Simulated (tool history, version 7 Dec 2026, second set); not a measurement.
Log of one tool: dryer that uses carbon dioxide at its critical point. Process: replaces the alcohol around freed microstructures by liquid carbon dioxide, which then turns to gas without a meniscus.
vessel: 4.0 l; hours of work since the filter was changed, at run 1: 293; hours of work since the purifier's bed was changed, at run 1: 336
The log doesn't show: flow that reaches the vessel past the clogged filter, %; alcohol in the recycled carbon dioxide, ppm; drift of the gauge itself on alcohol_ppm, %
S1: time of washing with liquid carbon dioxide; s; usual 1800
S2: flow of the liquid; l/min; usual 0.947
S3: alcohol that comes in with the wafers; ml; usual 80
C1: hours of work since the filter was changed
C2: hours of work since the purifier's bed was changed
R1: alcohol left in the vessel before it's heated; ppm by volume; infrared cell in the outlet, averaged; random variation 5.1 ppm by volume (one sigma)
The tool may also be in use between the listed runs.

Run 1, hour 0.0: usual settings; C1 293; C2 336. Result: R1 134 ppm by volume.
Run 2, hour 13.8: usual settings but S1 1320 s; C1 297; C2 341. Result: R1 451 ppm by volume.
Run 3, hour 27.0: usual settings but S1 1320 s; C1 302; C2 345. Result: R1 429 ppm by volume.
Run 4, hour 39.3: usual settings but S1 1320 s; C1 306; C2 349. Result: R1 460 ppm by volume.
Run 5, hour 62.7: usual settings; C1 313; C2 357. Result: R1 135 ppm by volume.
Run 6, hour 80.7: usual settings but S1 1980 s; C1 319; C2 363. Result: R1 102 ppm by volume.
Run 7, hour 102.8: usual settings but S1 1980 s; C1 326; C2 370. Result: R1 94 ppm by volume.
Run 8, hour 126.7: usual settings but S1 1980 s; C1 334; C2 378. Result: R1 101 ppm by volume.
Run 9, hour 137.7: usual settings; C1 338; C2 381. Result: R1 138 ppm by volume.
Run 10, hour 161.4: usual settings but S3 54 ml; C1 345; C2 389. Result: R1 117 ppm by volume.
Run 11, hour 183.9: usual settings but S3 54 ml; C1 353; C2 396. Result: R1 114 ppm by volume.
Run 12, hour 200.2: usual settings but S3 54 ml; C1 358; C2 402. Result: R1 123 ppm by volume.
Run 13, hour 216.9: usual settings but S3 54 ml; C1 364; C2 407. Result: R1 124 ppm by volume.
Run 14, hour 235.0: usual settings but S3 54 ml; C1 369; C2 413. Result: R1 118 ppm by volume.
Run 15, hour 258.5: usual settings but S1 2760 s, S2 1.427 l/min, S3 21 ml; C1 377; C2 421. Result: R1 45 ppm by volume.
Run 16, hour 275.0: usual settings but S1 1440 s, S2 1.207 l/min, S3 21 ml; C1 383; C2 426. Result: R1 70 ppm by volume.
Run 17, hour 294.7: usual settings but S1 1440 s, S2 1.207 l/min, S3 21 ml; C1 389; C2 432. Result: R1 76 ppm by volume.
Run 18, hour 314.5: usual settings but S1 1440 s, S2 1.207 l/min, S3 21 ml; C1 395; C2 439. Result: R1 71 ppm by volume.
Run 19, hour 339.6: usual settings but S1 1980 s, S2 0.672 l/min, S3 28 ml; C1 404; C2 447. Result: R1 177 ppm by volume.
Run 20, hour 352.1: usual settings but S1 1980 s, S2 1.519 l/min, S3 28 ml; C1 408; C2 451. Result: R1 43 ppm by volume.
Run 21, hour 378.4: usual settings but S1 1980 s, S2 1.118 l/min, S3 41 ml; C1 416; C2 460. Result: R1 55 ppm by volume.
Run 22, hour 404.9: usual settings but S2 0.998 l/min, S3 25 ml; C1 425; C2 468. Result: R1 73 ppm by volume.
Run 23, hour 416.7: usual settings but S2 0.741 l/min, S3 24 ml; C1 429; C2 472. Result: R1 155 ppm by volume.
Run 24, hour 433.4: usual settings but S1 1620 s, S3 105 ml; C1 434; C2 478. Result: R1 316 ppm by volume.

Some steps in R1 between neighbouring runs. How much of each would the tool show without its hidden state too (settings, what came in, random variation), and how much is left for the hidden state, with any gauge scatter that isn't in both results?
Run 1 -> 2: S1 1800 -> 1320. R1 +317 ppm by volume: hidden state +87, all else +230.
Run 4 -> 5: S1 1320 -> 1800. R1 -325 ppm by volume: hidden state -92, all else -233.
